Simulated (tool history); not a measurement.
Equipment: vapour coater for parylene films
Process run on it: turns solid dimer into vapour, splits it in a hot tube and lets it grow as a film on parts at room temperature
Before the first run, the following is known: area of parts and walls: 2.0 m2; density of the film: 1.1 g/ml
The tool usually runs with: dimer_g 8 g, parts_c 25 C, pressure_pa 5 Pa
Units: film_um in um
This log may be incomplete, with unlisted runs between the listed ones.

run   hour  dimer_g  parts_c  pressure_pa  film_um
  1      0        8       25            5     2.91
  2   13.5        7       25            5     2.51
  3   31.2        8       25         3.92     3.04
  4   41.3        8       25         2.42     3.34
  5   58.2        8       25         4.38        3
  6   72.6        8       25         4.38     2.98
  7   81.4        8       25         4.38     2.99
  8     95        8       25         2.42     3.35
  9  111.7        8       25         2.42     3.39
 10  124.8        8       25         2.42     3.38
 11  144.1        8       22            5     3.13
 12  153.9        8       22            5     3.13
 13  169.9        4       25            5     1.47
 14  186.5        8       25            5      2.9
 15  198.2        8       25            5      2.9
 16  214.7       12       25            5     4.41
 17  232.1        8       20            5     3.24
 18  249.7        8       20            5     3.27
 19  261.4        8       25            5     2.91
 20  276.4       11       25            5     4.07
 21    287        8       26            5     2.87
 22  304.8        8       23            5      3.1
 23  314.7        8       23            5     3.08
 24  328.6        8       25            5     2.92
 25  342.6        8       25            5     2.93
 26  354.8       11       33         7.03     3.16
 27  368.1       11       33         7.03     3.18
     376.1  -- trap's valve overhauled
 28  384.5       11       33         5.32     3.38
 29  392.9        4       20            5     1.67
 30    409        4       20            5     1.67
 31  417.2        5       20            5     2.06
 32  431.1        9       25         4.69     3.38
     444.4  -- gauge calibrated
 33  446.7       11       25         2.39     4.61
 34  454.7        5       18         5.39     2.08
 35  465.2        5       18         5.39     2.08
 36  479.7        5       18         5.39     2.09
 37  490.9        5       18         5.39     2.06
 38  500.7        4       23         2.39     1.78
 39  515.4        4       23         2.39     1.76
 40    528        4       27         3.47      1.5
 41  541.3        3       21         5.12      1.2
 42  555.3        5       32         5.02     1.54
 43  568.4        4       28         5.02     1.38
 44  579.6        4       25         6.38     1.38
 45    597        9       19         5.81     3.63
 46  608.2        8       25         5.07     2.91
 47  619.7        5       22         9.33     1.73

Measured result minus the same run's result without the hidden state. Both carry the same run-to-run variation, though not necessarily the same gauge scatter:
Unlogged tool condition in this case: vapour lost through the trap's worn valve, %; true temperature of the parts over the reading, C; drift of the gauge itself on film_um, %.
run  film_um
  1       +0
  2       +0
  3       +0
  4    +0.01
  5    +0.01
  6    +0.01
  7    +0.01
  8    +0.02
  9    +0.02
 10    +0.03
 11    +0.03
 12    +0.03
 13    +0.02
 14    +0.03
 15    +0.03
 16    +0.05
 17    +0.04
 18    +0.05
 19    +0.04
 20    +0.06
 21    +0.04
 22    +0.05
 23    +0.05
 24    +0.05
 25    +0.05
 26    +0.07
 27    +0.07
 28    +0.09
 29    +0.05
 30    +0.04
 31    +0.06
 32     +0.1
 33    -0.01
 34       +0
 35       +0
 36       +0
 37       +0
 38    +0.01
 39       +0
 40    +0.01
 41       +0
 42    +0.01
 43    +0.01
 44    +0.01
 45    +0.03
 46    +0.03
 47    +0.02

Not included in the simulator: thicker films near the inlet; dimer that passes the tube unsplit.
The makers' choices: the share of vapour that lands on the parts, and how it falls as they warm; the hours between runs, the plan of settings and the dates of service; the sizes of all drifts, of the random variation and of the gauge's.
